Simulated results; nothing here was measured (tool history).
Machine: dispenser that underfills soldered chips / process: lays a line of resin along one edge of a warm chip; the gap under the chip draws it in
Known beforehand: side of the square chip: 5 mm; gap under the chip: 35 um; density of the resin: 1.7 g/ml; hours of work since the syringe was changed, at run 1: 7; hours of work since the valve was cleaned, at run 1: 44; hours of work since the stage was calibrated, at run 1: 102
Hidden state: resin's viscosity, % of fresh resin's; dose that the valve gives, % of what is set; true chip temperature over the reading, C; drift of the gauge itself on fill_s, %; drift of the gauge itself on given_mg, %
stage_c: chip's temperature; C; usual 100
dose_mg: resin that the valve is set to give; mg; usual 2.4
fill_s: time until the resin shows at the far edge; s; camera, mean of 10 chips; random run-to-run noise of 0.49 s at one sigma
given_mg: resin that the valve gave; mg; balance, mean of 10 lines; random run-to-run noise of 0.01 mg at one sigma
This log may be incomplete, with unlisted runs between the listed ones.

run	hour	stage_c	dose_mg	hours of work since the syringe was changed	hours of work since the valve was cleaned	hours of work since the stage was calibrated	fill_s	given_mg
1	0	100	2.4	7	44	102	48.7	2.29
2	4.2	100	2.4	10	48	105	55.8	2.31
# hour 6.9: new syringe of resin
3	7.1	100	2.4	0	49	107	38.6	2.3
4	11.4	100	2.85	3	53	110	42.2	2.72
5	14.8	100	2.4	6	55	113	46.9	2.28
6	19.8	100	2.4	10	59	117	53	2.28
# hour 22.4: new syringe of resin
7	22.4	100	2.4	0	61	118	38.3	2.28

Run 8 is up next; what results do you expect?
8	27.6	100	2.35	4	65	122	?	?

fill_s: 43.4 s
given_mg: 2.22 mg
Without the tool's hidden state the same run would have given fill_s 37.9 s, given_mg 2.35 mg.
